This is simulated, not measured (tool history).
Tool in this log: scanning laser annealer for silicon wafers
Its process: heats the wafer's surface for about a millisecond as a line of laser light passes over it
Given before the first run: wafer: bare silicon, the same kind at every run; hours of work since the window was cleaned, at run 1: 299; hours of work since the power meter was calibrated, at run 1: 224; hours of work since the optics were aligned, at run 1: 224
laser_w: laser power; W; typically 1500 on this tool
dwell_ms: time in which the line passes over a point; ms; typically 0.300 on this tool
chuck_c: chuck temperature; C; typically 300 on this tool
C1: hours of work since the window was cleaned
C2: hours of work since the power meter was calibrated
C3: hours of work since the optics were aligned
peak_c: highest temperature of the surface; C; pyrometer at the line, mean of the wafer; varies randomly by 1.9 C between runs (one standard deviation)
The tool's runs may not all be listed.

Run 1, hour 0.0: usual settings; C1 299; C2 224; C3 224. Result: peak_c 1104 C.
Run 2, hour 43.7: usual settings; C1 320; C2 245; C3 245. Result: peak_c 1109 C.
Run 3, hour 95.1: usual settings; C1 344; C2 270; C3 270. Result: peak_c 1104 C.
Run 4, hour 131.9: usual settings; C1 362; C2 287; C3 287. Result: peak_c 1107 C.
Run 5, hour 168.1: usual settings; C1 379; C2 305; C3 305. Result: peak_c 1104 C.
Run 6, hour 212.9: usual settings; C1 400; C2 326; C3 326. Result: peak_c 1104 C.
Run 7, hour 272.7: usual settings; C1 429; C2 354; C3 354. Result: peak_c 1103 C.
Run 8, hour 300.7: usual settings but chuck_c 330 C; C1 442; C2 368; C3 368. Result: peak_c 1133 C.
Run 9, hour 330.9: usual settings; C1 456; C2 382; C3 382. Result: peak_c 1097 C.
Run 10, hour 357.2: usual settings; C1 469; C2 395; C3 395. Result: peak_c 1099 C.
Run 11, hour 412.5: usual settings; C1 495; C2 421; C3 421. Result: peak_c 1100 C.
Run 12, hour 472.5: usual settings; C1 524; C2 450; C3 450. Result: peak_c 1100 C.
Run 13, hour 533.2: usual settings but laser_w 1513 W; C1 553; C2 479; C3 479. Result: peak_c 1107 C.
Run 14, hour 572.0: usual settings but laser_w 1513 W; C1 571; C2 497; C3 497. Result: peak_c 1102 C.
Run 15, hour 615.7: usual settings but laser_w 1513 W; C1 592; C2 518; C3 518. Result: peak_c 1104 C.
Run 16, hour 679.1: usual settings but laser_w 1513 W; C1 623; C2 548; C3 548. Result: peak_c 1099 C.
Run 17, hour 721.9: usual settings but laser_w 1513 W; C1 643; C2 569; C3 569. Result: peak_c 1101 C.
Run 18, hour 753.3: usual settings but laser_w 1513 W; C1 658; C2 584; C3 584. Result: peak_c 1102 C.
Run 19, hour 784.4: usual settings; C1 673; C2 598; C3 598. Result: peak_c 1091 C.
Run 20, hour 812.9: usual settings; C1 686; C2 612; C3 612. Result: peak_c 1088 C.
Run 21, hour 847.0: usual settings but laser_w 1289 W, dwell_ms 0.263 ms, chuck_c 311 C; C1 703; C2 628; C3 628. Result: peak_c 921 C.
Run 22, hour 881.4: usual settings but laser_w 1332 W; C1 719; C2 645; C3 645. Result: peak_c 979 C.
Run 23, hour 937.4: usual settings but laser_w 1332 W; C1 746; C2 671; C3 671. Result: peak_c 980 C.
At hour 950.2: window over the wafer cleaned.
Run 24, hour 992.7: usual settings but laser_w 1332 W; C1 20; C2 697; C3 697. Result: peak_c 995 C.
Run 25, hour 1022.1: usual settings but laser_w 1328 W, dwell_ms 0.240 ms; C1 34; C2 711; C3 711. Result: peak_c 911 C.
Run 26, hour 1079.6: usual settings but laser_w 1328 W, dwell_ms 0.240 ms; C1 62; C2 738; C3 738. Result: peak_c 910 C.
Run 27, hour 1131.9: usual settings but dwell_ms 0.267 ms; C1 87; C2 763; C3 763. Result: peak_c 1045 C.
Run 28, hour 1162.0: usual settings but laser_w 1617 W, dwell_ms 0.365 ms; C1 101; C2 778; C3 778. Result: peak_c 1283 C.
Run 29, hour 1217.6: usual settings but laser_w 1544 W, dwell_ms 0.233 ms, chuck_c 284 C; C1 128; C2 804; C3 804. Result: peak_c 1002 C.
Run 30, hour 1259.3: usual settings but laser_w 1518 W, dwell_ms 0.268 ms, chuck_c 338 C; C1 147; C2 824; C3 824. Result: peak_c 1101 C.
Run 31, hour 1288.5: usual settings but laser_w 1277 W; C1 161; C2 838; C3 838. Result: peak_c 955 C.
Run 32, hour 1323.0: usual settings but laser_w 1357 W, chuck_c 266 C; C1 178; C2 854; C3 854. Result: peak_c 972 C.
Run 33, hour 1363.5: usual settings but laser_w 1439 W; C1 197; C2 874; C3 874. Result: peak_c 1058 C.
Run 34, hour 1416.5: usual settings but laser_w 1355 W; C1 222; C2 899; C3 899. Result: peak_c 1001 C.
Run 35, hour 1458.7: usual settings but laser_w 1355 W, dwell_ms 0.362 ms, chuck_c 287 C; C1 242; C2 919; C3 919. Result: peak_c 1065 C.
Run 36, hour 1512.1: usual settings but laser_w 1355 W, dwell_ms 0.362 ms, chuck_c 287 C; C1 268; C2 945; C3 945. Result: peak_c 1065 C.
Run 37, hour 1552.6: usual settings but laser_w 1355 W, dwell_ms 0.362 ms, chuck_c 287 C; C1 287; C2 964; C3 964. Result: peak_c 1063 C.
Run 38, hour 1599.4: usual settings but laser_w 1355 W, dwell_ms 0.362 ms, chuck_c 287 C; C1 310; C2 986; C3 986. Result: peak_c 1063 C.
Run 39, hour 1651.5: usual settings but laser_w 1424 W, dwell_ms 0.236 ms, chuck_c 319 C; C1 334; C2 1011; C3 1011. Result: peak_c 967 C.
At hour 1688.0: optics aligned, line set to its width.
Run 40, hour 1708.9: usual settings but laser_w 1560 W, dwell_ms 0.224 ms, chuck_c 322 C; C1 359; C2 1036; C3 10. Result: peak_c 1046 C.

Each row is a separate what-if for the run after 40, all from the same tool condition, not one after another. Results?
Run A, hour 1751.5: usual settings but laser_w 1479 W, dwell_ms 0.224 ms, chuck_c 277 C; C1 380; C2 1056; C3 30. Result: peak_c ?.
Run B, hour 1751.5: usual settings but dwell_ms 0.261 ms; C1 380; C2 1056; C3 30. Result: peak_c ?.
Run C, hour 1751.5: usual settings but laser_w 1579 W, chuck_c 289 C; C1 380; C2 1056; C3 30. Result: peak_c ?.
Run D, hour 1751.5: usual settings but laser_w 1560 W, dwell_ms 0.224 ms, chuck_c 327 C; C1 380; C2 1056; C3 30. Result: peak_c ?.
Run E, hour 1751.5: usual settings but laser_w 1420 W, dwell_ms 0.352 ms, chuck_c 265 C; C1 380; C2 1056; C3 30. Result: peak_c ?.

run  peak_c
  A     954
  B    1052
  C    1156
  D    1052
  E    1093
Without the tool's unlogged condition, the same runs would have read:
run  peak_c
  A     964
  B    1064
  C    1169
  D    1063
  E    1106
